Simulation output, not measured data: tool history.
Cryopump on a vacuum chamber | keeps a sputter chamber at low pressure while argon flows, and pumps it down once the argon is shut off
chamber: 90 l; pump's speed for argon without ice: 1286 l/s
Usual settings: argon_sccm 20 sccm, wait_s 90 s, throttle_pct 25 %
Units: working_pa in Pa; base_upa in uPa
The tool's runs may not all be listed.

run,hour,argon_sccm,wait_s,throttle_pct,working_pa,base_upa
1,0.0,20,90,25,0.1060,3.15
2,19.6,20,106,25,0.1057,3.02
3,47.3,20,106,25,0.1062,3.09
4,64.7,20,90,28,0.0949,3.30
5,93.9,20,90,28,0.0957,3.32
6,110.9,20,90,28,0.0961,3.43
7,140.5,20,90,25,0.1072,3.43
8,170.1,20,90,25,0.1072,3.39
9,184.3,20,90,25,0.1077,3.55
10,211.4,20,90,25,0.1080,3.45
11,229.5,20,90,16,0.1679,3.53
12,254.5,20,90,16,0.1686,3.59
13,266.8,24,24,18,0.1793,7.31
14,292.2,11,69,25,0.0597,3.91
15,304.9,32,89,40,0.1111,3.86
16,319.2,28,65,16,0.2348,4.15
17,347.7,28,65,32,0.1216,4.27
18,376.6,28,183,33,0.1194,3.24
19,402.0,28,183,21,0.1818,3.13

Hidden state or all else? Some run-to-run changes of working_pa, split into what the settings, what came in and random variation would give without the hidden state, and what is left for the hidden state (with any gauge scatter that isn't in both results):
The hidden state here: pump's speed, % of a pump's without ice; cold plate's temperature, K; leak into the chamber, uPa l/s; drift of the gauge itself on working_pa, %; drift of the gauge itself on base_upa, %.
Run 14 -> 15: argon_sccm 11 -> 32, wait_s 69 -> 89, throttle_pct 25 -> 40. working_pa +0.0514 Pa: hidden state +0.0043, all else +0.0471.
Run 15 -> 16: argon_sccm 32 -> 28, wait_s 89 -> 65, throttle_pct 40 -> 16. working_pa +0.1237 Pa: hidden state -0.0006, all else +0.1243.

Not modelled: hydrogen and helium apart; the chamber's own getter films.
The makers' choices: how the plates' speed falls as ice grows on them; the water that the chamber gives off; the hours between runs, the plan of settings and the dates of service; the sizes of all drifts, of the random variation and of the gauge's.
